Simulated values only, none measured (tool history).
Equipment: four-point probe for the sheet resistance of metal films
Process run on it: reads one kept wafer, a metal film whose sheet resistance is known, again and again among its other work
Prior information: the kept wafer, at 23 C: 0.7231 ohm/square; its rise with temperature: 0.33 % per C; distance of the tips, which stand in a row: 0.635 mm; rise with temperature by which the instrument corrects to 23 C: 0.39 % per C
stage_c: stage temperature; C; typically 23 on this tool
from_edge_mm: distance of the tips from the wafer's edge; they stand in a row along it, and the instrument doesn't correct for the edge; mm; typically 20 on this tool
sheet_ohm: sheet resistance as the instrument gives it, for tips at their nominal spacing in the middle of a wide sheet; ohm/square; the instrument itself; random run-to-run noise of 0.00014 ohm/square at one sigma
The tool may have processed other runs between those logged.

run	day	stage_c	from_edge_mm	sheet_ohm
1	0	23	20	0.726447
2	0.708	23	20	0.726206
3	1.121	23	22	0.726146
4	1.862	19	20	0.727817
5	2.429	23	20	0.726353
6	3.146	23	20	0.726213
7	3.7	32	21	0.722294
8	4.05	32	21	0.722455
9	4.671	32	21	0.722593
10	5.133	32	21	0.722517
11	5.679	32	21	0.722517

Predict the results of run 12:
12	6.425	30	20	?

Run 12 measured sheet_ohm 0.723489 ohm/square.
The same run, on a tool lacking any hidden state, would have yielded sheet_ohm 0.720675 ohm/square.

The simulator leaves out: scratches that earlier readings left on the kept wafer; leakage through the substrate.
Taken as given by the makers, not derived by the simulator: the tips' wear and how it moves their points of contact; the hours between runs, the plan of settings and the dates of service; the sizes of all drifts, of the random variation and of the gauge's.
